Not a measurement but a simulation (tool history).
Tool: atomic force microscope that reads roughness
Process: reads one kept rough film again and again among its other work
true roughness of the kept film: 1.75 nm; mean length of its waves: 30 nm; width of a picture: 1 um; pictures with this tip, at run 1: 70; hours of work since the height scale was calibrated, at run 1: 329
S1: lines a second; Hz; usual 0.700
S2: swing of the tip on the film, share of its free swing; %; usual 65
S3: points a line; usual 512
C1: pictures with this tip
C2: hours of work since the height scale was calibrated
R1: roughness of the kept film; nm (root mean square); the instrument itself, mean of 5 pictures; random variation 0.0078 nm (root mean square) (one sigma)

run 1 hour=0.0 | S1=0.700 S2=65 S3=512 | C1=70 C2=329 | R1=1.639
run 2 hour=42.6 | S1=0.700 S2=65 S3=512 | C1=163 C2=359 | R1=1.609
-- hour=62.0 new tip fitted
run 3 hour=76.7 | S1=0.700 S2=65 S3=512 | C1=32 C2=383 | R1=1.653
run 4 hour=118.8 | S1=0.700 S2=65 S3=512 | C1=124 C2=412 | R1=1.612
-- hour=155.3 new tip fitted
run 5 hour=157.2 | S1=0.700 S2=65 S3=512 | C1=4 C2=439 | R1=1.677
run 6 hour=208.0 | S1=1.491 S2=65 S3=512 | C1=115 C2=475 | R1=1.597
-- hour=248.8 new tip fitted
run 7 hour=266.3 | S1=1.491 S2=65 S3=512 | C1=38 C2=515 | R1=1.635
run 8 hour=317.7 | S1=0.700 S2=65 S3=527 | C1=150 C2=551 | R1=1.625
-- hour=343.1 new tip fitted
run 9 hour=348.7 | S1=0.700 S2=65 S3=527 | C1=12 C2=573 | R1=1.668
run 10 hour=382.1 | S1=0.700 S2=65 S3=527 | C1=85 C2=596 | R1=1.635
-- hour=438.2 new tip fitted
run 11 hour=438.7 | S1=0.700 S2=65 S3=527 | C1=1 C2=636 | R1=1.670
run 12 hour=483.6 | S1=3.570 S2=65 S3=512 | C1=99 C2=667 | R1=1.567
-- hour=532.5 new tip fitted
run 13 hour=535.3 | S1=3.570 S2=65 S3=512 | C1=6 C2=703 | R1=1.608
run 14 hour=593.9 | S1=0.700 S2=65 S3=447 | C1=134 C2=744 | R1=1.630
-- hour=625.6 new tip fitted
run 15 hour=645.7 | S1=0.700 S2=65 S3=447 | C1=44 C2=781 | R1=1.662
run 16 hour=685.5 | S1=0.700 S2=65 S3=447 | C1=130 C2=808 | R1=1.631
-- hour=721.8 new tip fitted
run 17 hour=744.6 | S1=0.700 S2=65 S3=447 | C1=49 C2=850 | R1=1.657
run 18 hour=775.1 | S1=0.700 S2=65 S3=447 | C1=116 C2=871 | R1=1.647
run 19 hour=811.3 | S1=0.549 S2=65 S3=512 | C1=195 C2=897 | R1=1.614
-- hour=816.4 new tip fitted
run 20 hour=863.9 | S1=0.549 S2=65 S3=512 | C1=104 C2=933 | R1=1.665
-- hour=910.1 new tip fitted
run 21 hour=922.8 | S1=0.549 S2=65 S3=512 | C1=27 C2=974 | R1=1.692
run 22 hour=976.1 | S1=1.503 S2=65 S3=512 | C1=143 C2=1012 | R1=1.610
-- hour=1006.3 new tip fitted
run 23 hour=1025.1 | S1=1.503 S2=65 S3=512 | C1=41 C2=1046 | R1=1.674
run 24 hour=1062.9 | S1=1.503 S2=65 S3=422 | C1=124 C2=1072 | R1=1.627
run 25 hour=1091.9 | S1=1.503 S2=65 S3=422 | C1=187 C2=1093 | R1=1.595
-- hour=1103.1 new tip fitted
run 26 hour=1148.4 | S1=2.625 S2=69 S3=364 | C1=98 C2=1132 | R1=1.582
-- hour=1197.7 new tip fitted
-- hour=1210.0 height scale calibrated on a step standard
run 27 hour=1210.0 | S1=3.704 S2=81 S3=423 | C1=25 C2=0 | R1=1.465
run 28 hour=1247.4 | S1=3.704 S2=81 S3=423 | C1=106 C2=26 | R1=1.436
-- hour=1291.5 new tip fitted
run 29 hour=1309.8 | S1=3.704 S2=81 S3=423 | C1=40 C2=70 | R1=1.453
run 30 hour=1347.6 | S1=1.903 S2=65 S3=783 | C1=123 C2=96 | R1=1.594
run 31 hour=1377.6 | S1=1.903 S2=65 S3=783 | C1=188 C2=117 | R1=1.573
-- hour=1386.8 new tip fitted
run 32 hour=1406.9 | S1=2.711 S2=71 S3=751 | C1=44 C2=138 | R1=1.577
run 33 hour=1454.5 | S1=0.716 S2=69 S3=407 | C1=148 C2=171 | R1=1.598
-- hour=1481.1 new tip fitted
run 34 hour=1513.6 | S1=0.553 S2=71 S3=380 | C1=71 C2=212 | R1=1.627
run 35 hour=1555.7 | S1=0.553 S2=71 S3=380 | C1=163 C2=242 | R1=1.609
-- hour=1577.1 new tip fitted
run 36 hour=1586.0 | S1=0.553 S2=71 S3=380 | C1=19 C2=263 | R1=1.651
run 37 hour=1645.2 | S1=0.553 S2=71 S3=380 | C1=148 C2=304 | R1=1.589
-- hour=1672.5 new tip fitted
run 38 hour=1707.1 | S1=2.866 S2=71 S3=380 | C1=75 C2=348 | R1=1.565
run 39 hour=1758.5 | S1=0.650 S2=73 S3=380 | C1=187 C2=384 | R1=1.589
-- hour=1768.7 new tip fitted
run 40 hour=1810.1 | S1=0.650 S2=58 S3=380 | C1=91 C2=420 | R1=1.636
run 41 hour=1860.0 | S1=0.650 S2=74 S3=380 | C1=200 C2=455 | R1=1.574
-- hour=1863.3 new tip fitted
run 42 hour=1912.4 | S1=1.083 S2=68 S3=731 | C1=107 C2=491 | R1=1.619
run 43 hour=1948.9 | S1=1.083 S2=86 S3=862 | C1=187 C2=517 | R1=1.557
-- hour=1958.3 new tip fitted
run 44 hour=1991.5 | S1=0.602 S2=61 S3=512 | C1=73 C2=546 | R1=1.643
run 45 hour=2023.0 | S1=1.225 S2=57 S3=506 | C1=141 C2=569 | R1=1.620

Hidden state or all else? Some run-to-run changes of R1, split into what the settings, what came in and random variation would give without the hidden state, and what is left for the hidden state (with any gauge scatter that isn't in both results):
The hidden state here: radius of the tip, nm; height scale over the true one, %; drift of the gauge itself on roughness_nm, %.
Run 11 -> 12: S1 0.700 -> 3.570, S3 527 -> 512. R1 -0.103 nm (root mean square): hidden state -0.041, all else -0.062.
Run 26 -> 27: S1 2.625 -> 3.704, S2 69 -> 81, S3 364 -> 423, new tip fitted, height scale calibrated on a step standard. R1 -0.117 nm (root mean square): hidden state +0.001, all else -0.118.
Run 29 -> 30: S1 3.704 -> 1.903, S2 81 -> 65, S3 423 -> 783. R1 +0.141 nm (root mean square): hidden state -0.033, all else +0.174.
Run 31 -> 32: S1 1.903 -> 2.711, S2 65 -> 71, S3 783 -> 751, new tip fitted. R1 +0.004 nm (root mean square): hidden state +0.058, all else -0.054.
Run 35 -> 36: new tip fitted. R1 +0.042 nm (root mean square): hidden state +0.057, all else -0.015.
Run 36 -> 37: no setting changed, nothing entered. R1 -0.062 nm (root mean square): hidden state -0.057, all else -0.005.
